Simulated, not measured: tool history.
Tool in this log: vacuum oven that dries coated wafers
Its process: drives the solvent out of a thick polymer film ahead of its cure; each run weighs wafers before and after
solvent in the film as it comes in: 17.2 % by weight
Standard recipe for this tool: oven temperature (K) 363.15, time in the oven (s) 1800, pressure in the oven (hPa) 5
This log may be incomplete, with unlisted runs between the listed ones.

run 1 hour=0 | oven_temperature_(K)=363.15 time_in_the_oven_(s)=1800 pressure_in_the_oven_(hPa)=5 | solvent_left_in_the_film_(%)=1.12
run 2 hour=18 | oven_temperature_(K)=363.15 time_in_the_oven_(s)=1800 pressure_in_the_oven_(hPa)=5 | solvent_left_in_the_film_(%)=1.08
run 3 hour=33.3 | oven_temperature_(K)=363.15 time_in_the_oven_(s)=1800 pressure_in_the_oven_(hPa)=11.81 | solvent_left_in_the_film_(%)=1.36
run 4 hour=61 | oven_temperature_(K)=363.15 time_in_the_oven_(s)=1800 pressure_in_the_oven_(hPa)=11.81 | solvent_left_in_the_film_(%)=1.4
run 5 hour=89.6 | oven_temperature_(K)=363.15 time_in_the_oven_(s)=1800 pressure_in_the_oven_(hPa)=11.81 | solvent_left_in_the_film_(%)=1.36
run 6 hour=112.6 | oven_temperature_(K)=363.15 time_in_the_oven_(s)=1800 pressure_in_the_oven_(hPa)=11.81 | solvent_left_in_the_film_(%)=1.42
run 7 hour=130.5 | oven_temperature_(K)=363.15 time_in_the_oven_(s)=1800 pressure_in_the_oven_(hPa)=11.81 | solvent_left_in_the_film_(%)=1.38
run 8 hour=146.7 | oven_temperature_(K)=363.15 time_in_the_oven_(s)=1800 pressure_in_the_oven_(hPa)=11.81 | solvent_left_in_the_film_(%)=1.36
-- hour=151.3 oven's thermocouples calibrated
run 9 hour=168.2 | oven_temperature_(K)=363.15 time_in_the_oven_(s)=1800 pressure_in_the_oven_(hPa)=11.81 | solvent_left_in_the_film_(%)=1.37
run 10 hour=181 | oven_temperature_(K)=363.15 time_in_the_oven_(s)=1800 pressure_in_the_oven_(hPa)=11.81 | solvent_left_in_the_film_(%)=1.4
run 11 hour=194.1 | oven_temperature_(K)=352.15 time_in_the_oven_(s)=2280 pressure_in_the_oven_(hPa)=11.82 | solvent_left_in_the_film_(%)=3.57
run 12 hour=222 | oven_temperature_(K)=353.15 time_in_the_oven_(s)=3180 pressure_in_the_oven_(hPa)=5 | solvent_left_in_the_film_(%)=1.64
run 13 hour=244.3 | oven_temperature_(K)=363.15 time_in_the_oven_(s)=1800 pressure_in_the_oven_(hPa)=6.34 | solvent_left_in_the_film_(%)=1.23
run 14 hour=258.8 | oven_temperature_(K)=363.15 time_in_the_oven_(s)=1800 pressure_in_the_oven_(hPa)=6.34 | solvent_left_in_the_film_(%)=1.21
-- hour=265 oven's thermocouples calibrated, once more
run 15 hour=288.2 | oven_temperature_(K)=363.15 time_in_the_oven_(s)=1800 pressure_in_the_oven_(hPa)=6.34 | solvent_left_in_the_film_(%)=1.06
run 16 hour=305.3 | oven_temperature_(K)=369.15 time_in_the_oven_(s)=2400 pressure_in_the_oven_(hPa)=3.47 | solvent_left_in_the_film_(%)=0.14
run 17 hour=320.7 | oven_temperature_(K)=361.15 time_in_the_oven_(s)=1680 pressure_in_the_oven_(hPa)=5 | solvent_left_in_the_film_(%)=1.56
run 18 hour=343.2 | oven_temperature_(K)=361.15 time_in_the_oven_(s)=1680 pressure_in_the_oven_(hPa)=5 | solvent_left_in_the_film_(%)=1.56
run 19 hour=367.1 | oven_temperature_(K)=349.15 time_in_the_oven_(s)=1800 pressure_in_the_oven_(hPa)=18.28 | solvent_left_in_the_film_(%)=5.82

Consider 5 possible next runs. They are alternatives, not a sequence: every one starts from the tool as it was left by run 19. What does each give?
run A hour=389.8 | oven_temperature_(K)=377.15 time_in_the_oven_(s)=1260 pressure_in_the_oven_(hPa)=13.9 | solvent_left_in_the_film_(%)=?
run B hour=389.8 | oven_temperature_(K)=362.15 time_in_the_oven_(s)=960 pressure_in_the_oven_(hPa)=6.32 | solvent_left_in_the_film_(%)=?
run C hour=389.8 | oven_temperature_(K)=363.15 time_in_the_oven_(s)=1980 pressure_in_the_oven_(hPa)=14.08 | solvent_left_in_the_film_(%)=?
run D hour=389.8 | oven_temperature_(K)=365.15 time_in_the_oven_(s)=1800 pressure_in_the_oven_(hPa)=18.28 | solvent_left_in_the_film_(%)=?
run E hour=389.8 | oven_temperature_(K)=358.15 time_in_the_oven_(s)=1800 pressure_in_the_oven_(hPa)=4.02 | solvent_left_in_the_film_(%)=?

run=A solvent_left_in_the_film_(%)=0.46
run=B solvent_left_in_the_film_(%)=3.61
run=C solvent_left_in_the_film_(%)=1.23
run=D solvent_left_in_the_film_(%)=1.27
run=E solvent_left_in_the_film_(%)=2.09
What these runs would have given with no unlogged condition in the tool:
run=A solvent_left_in_the_film_(%)=0.44
run=B solvent_left_in_the_film_(%)=3.67
run=C solvent_left_in_the_film_(%)=1.22
run=D solvent_left_in_the_film_(%)=1.26
run=E solvent_left_in_the_film_(%)=2.12

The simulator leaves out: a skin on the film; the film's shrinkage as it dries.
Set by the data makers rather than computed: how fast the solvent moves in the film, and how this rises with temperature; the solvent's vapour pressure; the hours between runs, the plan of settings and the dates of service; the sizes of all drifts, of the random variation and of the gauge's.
